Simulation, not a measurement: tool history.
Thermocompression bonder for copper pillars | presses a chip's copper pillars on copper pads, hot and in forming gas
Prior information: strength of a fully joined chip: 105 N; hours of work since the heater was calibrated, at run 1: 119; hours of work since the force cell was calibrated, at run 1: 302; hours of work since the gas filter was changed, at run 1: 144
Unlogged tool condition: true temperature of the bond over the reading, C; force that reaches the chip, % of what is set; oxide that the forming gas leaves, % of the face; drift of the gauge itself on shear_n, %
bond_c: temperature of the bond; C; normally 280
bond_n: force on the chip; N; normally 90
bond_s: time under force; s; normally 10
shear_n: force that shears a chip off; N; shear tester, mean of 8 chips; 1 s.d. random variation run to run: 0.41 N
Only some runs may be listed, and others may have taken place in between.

run,hour,bond_c,bond_n,bond_s,hours of work since the heater was calibrated,hours of work since the force cell was calibrated,hours of work since the gas filter was changed,shear_n
1,0.0,280,90,10,119,302,144,75.5
2,8.6,280,90,10,124,307,149,75.0
3,17.1,253,90,10,129,312,154,60.5
4,26.1,280,90,10,135,318,160,75.7
5,35.3,280,90,15,141,323,166,82.8
6,44.3,280,90,10,146,329,171,75.2
7,51.2,280,94,17,150,333,175,87.0
8,58.0,280,94,17,155,337,180,86.2
9,67.9,293,96,11,161,343,186,86.8
10,73.2,293,96,11,164,347,189,87.3
11,78.7,293,96,11,167,350,192,86.7

4 ways to go on from here, each from the tool as it stands after run 11. What would each give?
A,83.4,292,106,6,170,353,195,?
B,83.4,301,82,15,170,353,195,?
C,83.4,302,107,10,170,353,195,?
D,83.4,293,86,10,170,353,195,?

run,shear_n
A,81.3
B,87.4
C,92.5
D,79.1
Stripped of hidden state, with their random variation kept, the same runs would have yielded:
run,shear_n
A,80.5
B,86.5
C,91.6
D,78.3
